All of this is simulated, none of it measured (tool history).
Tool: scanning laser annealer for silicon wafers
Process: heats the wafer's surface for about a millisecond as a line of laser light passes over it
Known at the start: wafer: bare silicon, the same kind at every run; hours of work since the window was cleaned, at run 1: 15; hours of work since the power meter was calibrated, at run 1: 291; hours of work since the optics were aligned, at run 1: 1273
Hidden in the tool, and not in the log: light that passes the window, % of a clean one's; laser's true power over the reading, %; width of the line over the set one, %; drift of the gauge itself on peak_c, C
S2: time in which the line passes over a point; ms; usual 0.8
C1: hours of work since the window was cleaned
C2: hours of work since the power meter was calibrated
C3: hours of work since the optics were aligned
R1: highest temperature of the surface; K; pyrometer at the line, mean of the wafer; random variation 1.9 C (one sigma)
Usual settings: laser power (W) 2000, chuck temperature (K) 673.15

Run 1, day 0: usual settings; C1 15; C2 291; C3 1273. Result: R1 1434.15 K.
Run 2, day 0.896: usual settings but S2 0.853 ms; C1 24; C2 300; C3 1282. Result: R1 1466.15 K.
Run 3, day 1.575: usual settings but S2 0.877 ms; C1 30; C2 306; C3 1289. Result: R1 1480.15 K.
Run 4, day 2.629: usual settings; C1 41; C2 317; C3 1299. Result: R1 1434.15 K.
Run 5, day 3.188: usual settings; C1 47; C2 323; C3 1305. Result: R1 1431.15 K.
At day 4.15: optics aligned, line set to its width.
Run 6, day 4.188: usual settings; C1 55; C2 331; C3 0. Result: R1 1429.15 K.
Run 7, day 4.946: usual settings; C1 62; C2 338; C3 8. Result: R1 1428.15 K.
Run 8, day 6.033: usual settings but S2 0.586 ms; C1 73; C2 349; C3 19. Result: R1 1303.15 K.
Run 9, day 6.992: usual settings but S2 0.834 ms; C1 83; C2 359; C3 29. Result: R1 1447.15 K.
Run 10, day 8.008: usual settings but S2 0.834 ms; C1 93; C2 369; C3 39. Result: R1 1444.15 K.
At day 9.188: optics aligned, line set to its width, once more.
Run 11, day 9.312: usual settings but S2 0.834 ms; C1 104; C2 380; C3 1. Result: R1 1467.15 K.
Run 12, day 10.288: usual settings but S2 0.834 ms; C1 114; C2 390; C3 11. Result: R1 1467.15 K.
Run 13, day 11.225: usual settings but chuck temperature (K) 658.15; C1 123; C2 399; C3 20. Result: R1 1437.15 K.
Run 14, day 11.883: usual settings but chuck temperature (K) 658.15; C1 130; C2 406; C3 27. Result: R1 1433.15 K.
Run 15, day 12.888: usual settings but chuck temperature (K) 658.15; C1 140; C2 416; C3 37. Result: R1 1432.15 K.
Run 16, day 13.558: usual settings but laser power (W) 2106, chuck temperature (K) 650.15; C1 147; C2 423; C3 44. Result: R1 1465.15 K.
Run 17, day 14.292: usual settings but S2 0.591 ms, chuck temperature (K) 681.15; C1 154; C2 430; C3 51. Result: R1 1333.15 K.
Run 18, day 14.875: usual settings but laser power (W) 1951, S2 0.916 ms, chuck temperature (K) 648.15; C1 160; C2 436; C3 57. Result: R1 1462.15 K.
Run 19, day 15.425: usual settings but laser power (W) 1951, S2 0.635 ms, chuck temperature (K) 634.15; C1 166; C2 442; C3 63. Result: R1 1294.15 K.
Run 20, day 16.25: usual settings but laser power (W) 1951, S2 0.635 ms, chuck temperature (K) 634.15; C1 174; C2 450; C3 71. Result: R1 1294.15 K.
Run 21, day 16.725: usual settings but laser power (W) 1863, chuck temperature (K) 678.15; C1 179; C2 455; C3 76. Result: R1 1394.15 K.
Run 22, day 17.688: usual settings but S2 0.619 ms, chuck temperature (K) 696.15; C1 189; C2 465; C3 86. Result: R1 1362.15 K.
Run 23, day 18.333: usual settings but laser power (W) 1754, S2 0.571 ms, chuck temperature (K) 696.15; C1 195; C2 471; C3 92. Result: R1 1247.15 K.
Run 24, day 19.071: usual settings but laser power (W) 1754, S2 0.571 ms, chuck temperature (K) 696.15; C1 203; C2 479; C3 100. Result: R1 1249.15 K.
Run 25, day 19.683: usual settings but laser power (W) 1754, S2 0.571 ms, chuck temperature (K) 638.15; C1 209; C2 485; C3 106. Result: R1 1189.15 K.
Run 26, day 20.421: usual settings but laser power (W) 1767, S2 0.571 ms, chuck temperature (K) 710.15; C1 216; C2 492; C3 113. Result: R1 1269.15 K.
Run 27, day 20.933: usual settings but laser power (W) 1767, S2 0.571 ms, chuck temperature (K) 710.15; C1 221; C2 497; C3 118. Result: R1 1263.15 K.
Run 28, day 21.612: usual settings but laser power (W) 1737, S2 0.571 ms, chuck temperature (K) 710.15; C1 228; C2 504; C3 125. Result: R1 1255.15 K.
Run 29, day 22.392: usual settings but laser power (W) 1855, S2 0.669 ms, chuck temperature (K) 660.15; C1 236; C2 512; C3 133. Result: R1 1300.15 K.

Forecast each of these 4 alternatives for the next run:
Run A, day 23.225: usual settings but laser power (W) 2088, chuck temperature (K) 684.15; C1 244; C2 520; C3 141. Result: R1 ?.
Run B, day 23.225: usual settings but chuck temperature (K) 636.15; C1 244; C2 520; C3 141. Result: R1 ?.
Run C, day 23.225: usual settings but chuck temperature (K) 686.15; C1 244; C2 520; C3 141. Result: R1 ?.
Run D, day 23.225: usual settings but laser power (W) 1855, S2 0.707 ms, chuck temperature (K) 660.15; C1 244; C2 520; C3 141. Result: R1 ?.

run       R1
  A  1489.15
  B  1406.15
  C  1456.15
  D  1322.15
Without the tool's hidden state the same runs would have given:
run       R1
  A  1505.15
  B  1421.15
  C  1470.15
  D  1334.15
